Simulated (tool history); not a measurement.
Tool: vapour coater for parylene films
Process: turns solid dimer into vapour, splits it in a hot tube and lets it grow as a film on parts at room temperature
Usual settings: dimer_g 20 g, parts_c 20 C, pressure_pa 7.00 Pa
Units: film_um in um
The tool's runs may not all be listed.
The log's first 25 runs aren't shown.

run	hour	dimer_g	parts_c	pressure_pa	film_um
26	315.0	32	23	4.32	17.31
27	322.8	32	23	4.32	17.65
28	336.8	9	14	7.00	5.77
29	355.3	12	28	2.41	6.49
30	364.5	12	28	2.41	6.41
31	372.5	17	21	7.00	9.02
32	385.6	20	20	7.51	10.67
33	394.2	24	20	4.48	14.24
34	402.6	14	20	4.48	8.23
35	413.1	14	20	4.48	8.32
36	428.9	20	23	5.71	10.45
37	437.2	20	13	7.17	13.00
# hour 450.3: trap's valve overhauled
38	457.1	20	13	7.17	13.16
39	468.2	20	20	7.17	10.94
40	478.6	18	32	3.53	8.07

Forecast each of these 4 alternatives for the next run:
A	489.5	14	17	7.18	?
B	489.5	18	32	2.32	?
C	489.5	15	15	3.61	?
D	489.5	17	32	10.44	?

run	film_um
A	8.15
B	8.72
C	10.39
D	6.29
Without the tool's hidden state the same runs would have given:
run	film_um
A	8.16
B	8.73
C	10.39
D	6.29
